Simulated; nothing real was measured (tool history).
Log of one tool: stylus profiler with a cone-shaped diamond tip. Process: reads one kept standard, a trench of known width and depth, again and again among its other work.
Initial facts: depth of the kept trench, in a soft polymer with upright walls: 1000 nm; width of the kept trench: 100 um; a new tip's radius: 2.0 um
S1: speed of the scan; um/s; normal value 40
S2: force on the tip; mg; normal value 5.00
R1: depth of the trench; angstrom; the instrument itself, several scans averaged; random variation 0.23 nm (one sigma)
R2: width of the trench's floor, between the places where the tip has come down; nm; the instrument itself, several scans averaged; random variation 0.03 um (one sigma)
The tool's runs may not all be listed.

| run | hour | S1 | S2 | R1 | R2 |
|---|---|---|---|---|---|
| 1 | 0.0 | 40 | 5.00 | 10263.6 | 95610 |
| 2 | 29.0 | 40 | 5.00 | 10261.4 | 95540 |
| 3 | 56.0 | 111 | 5.00 | 10263.5 | 95260 |
| 4 | 104.2 | 40 | 5.00 | 10256.8 | 95320 |
| 5 | 142.6 | 40 | 5.00 | 10258.5 | 95250 |
| 6 | 199.1 | 68 | 5.00 | 10258.8 | 95080 |
| 7 | 245.2 | 68 | 5.00 | 10262.7 | 94950 |
| 8 | 270.6 | 68 | 7.28 | 10334.7 | 94960 |
| 9 | 311.0 | 40 | 6.34 | 10303.6 | 94960 |
| 10 | 334.7 | 38 | 5.00 | 10259.7 | 94860 |
| 11 | 386.7 | 40 | 5.00 | 10256.4 | 94730 |
| 12 | 428.9 | 40 | 5.00 | 10257.2 | 94730 |
| 13 | 468.2 | 40 | 5.00 | 10259.8 | 94650 |
| 14 | 507.5 | 40 | 5.00 | 10254.9 | 94570 |
| 15 | 543.1 | 40 | 5.00 | 10256.5 | 94550 |
| 16 | 592.3 | 40 | 5.00 | 10256.2 | 94420 |
| 17 | 618.3 | 40 | 2.71 | 10165.9 | 94360 |
| 18 | 664.9 | 40 | 2.71 | 10163.1 | 94220 |
| 19 | 702.5 | 34 | 2.71 | 10162.7 | 94220 |
| 20 | 748.3 | 34 | 2.71 | 10164.5 | 94140 |
| 21 | 780.1 | 136 | 5.00 | 10252.2 | 93850 |
| 22 | 826.3 | 136 | 5.00 | 10250.2 | 93730 |
| 23 | 874.5 | 30 | 4.54 | 10237.3 | 93960 |
| 24 | 899.6 | 36 | 1.68 | 10115.4 | 93880 |
| 25 | 939.7 | 10 | 2.30 | 10144.3 | 93970 |
|  | 945.2 | height scale calibrated on a step standard |
| 26 | 970.7 | 10 | 2.30 | 10134.4 | 93870 |
| 27 | 1005.8 | 17 | 2.27 | 10136.8 | 93750 |

Run 28, settings as shown, results not yet in. Your forecast:
| 28 | 1045.4 | 126 | 1.90 | ? | ? |

R1: 10112.6 angstrom
R2: 93290 nm
Without the tool's hidden state the same run would have given R1 10138.8 angstrom, R2 96030 nm.

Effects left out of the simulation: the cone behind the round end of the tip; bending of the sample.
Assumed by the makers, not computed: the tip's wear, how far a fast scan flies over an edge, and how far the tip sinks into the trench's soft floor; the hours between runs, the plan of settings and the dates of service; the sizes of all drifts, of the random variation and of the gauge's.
